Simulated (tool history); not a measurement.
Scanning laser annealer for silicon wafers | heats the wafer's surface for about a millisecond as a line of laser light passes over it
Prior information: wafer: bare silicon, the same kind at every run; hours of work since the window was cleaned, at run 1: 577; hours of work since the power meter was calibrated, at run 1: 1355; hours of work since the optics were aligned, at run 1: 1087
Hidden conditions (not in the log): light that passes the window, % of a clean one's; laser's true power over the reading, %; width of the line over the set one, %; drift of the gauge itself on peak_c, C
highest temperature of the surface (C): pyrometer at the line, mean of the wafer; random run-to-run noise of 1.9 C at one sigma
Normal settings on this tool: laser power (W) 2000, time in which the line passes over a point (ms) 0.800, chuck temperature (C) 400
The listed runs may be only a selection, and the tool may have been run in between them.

run     day  laser power (W)  time in which the line passes over a point (ms)  chuck temperature (C)  hours of work since the window was cleaned  hours of work since the power meter was calibrated  hours of work since the optics were aligned  highest temperature of the surface (C)
  1   0.000             2000                                            0.800                    400                                         577                                                1355                                         1087                                    1077
  2   1.329             2000                                            0.800                    400                                         599                                                1377                                         1108                                    1077
  3   3.175             2000                                            0.669                    400                                         630                                                1408                                         1139                                    1007
  4   4.433             2000                                            0.669                    400                                         651                                                1428                                         1160                                    1005
  5   5.875             2000                                            0.669                    400                                         674                                                1452                                         1183                                    1008
      7.500  -- window over the wafer cleaned
  6   7.671             2000                                            0.669                    400                                           3                                                1480                                         1212                                     994
  7   8.550             2000                                            0.800                    400                                          17                                                1495                                         1226                                    1060
  8   9.700             2000                                            0.800                    400                                          36                                                1514                                         1245                                    1054
  9  10.717             2000                                            0.800                    400                                          53                                                1531                                         1262                                    1058
 10  12.471             2000                                            0.800                    400                                          82                                                1560                                         1291                                    1054
 11  13.612             2192                                            0.667                    380                                         101                                                1579                                         1310                                    1027
 12  15.521             2192                                            0.667                    380                                         132                                                1610                                         1341                                    1027
     15.783  -- window over the wafer cleaned, once more
 13  16.888             1819                                            0.957                    406                                          18                                                1631                                         1362                                    1109
 14  18.988             1819                                            0.957                    406                                          53                                                1666                                         1397                                    1108

What if the next run were any one of these 4? Each begins from the tool's condition after run 14:
  A  20.229             1873                                            0.800                    400                                          73                                                1686                                         1418                                       ?
  B  20.229             1851                                            0.681                    429                                          73                                                1686                                         1418                                       ?
  C  20.229             1898                                            0.957                    400                                          73                                                1686                                         1418                                       ?
  D  20.229             1966                                            0.755                    361                                          73                                                1686                                         1418                                       ?

run  highest temperature of the surface (C)
  A                                    1054
  B                                    1015
  C                                    1137
  D                                    1027
The same runs, with their run-to-run variation unchanged, on a tool lacking any hidden condition would have given:
run  highest temperature of the surface (C)
  A                                    1057
  B                                    1018
  C                                    1140
  D                                    1031

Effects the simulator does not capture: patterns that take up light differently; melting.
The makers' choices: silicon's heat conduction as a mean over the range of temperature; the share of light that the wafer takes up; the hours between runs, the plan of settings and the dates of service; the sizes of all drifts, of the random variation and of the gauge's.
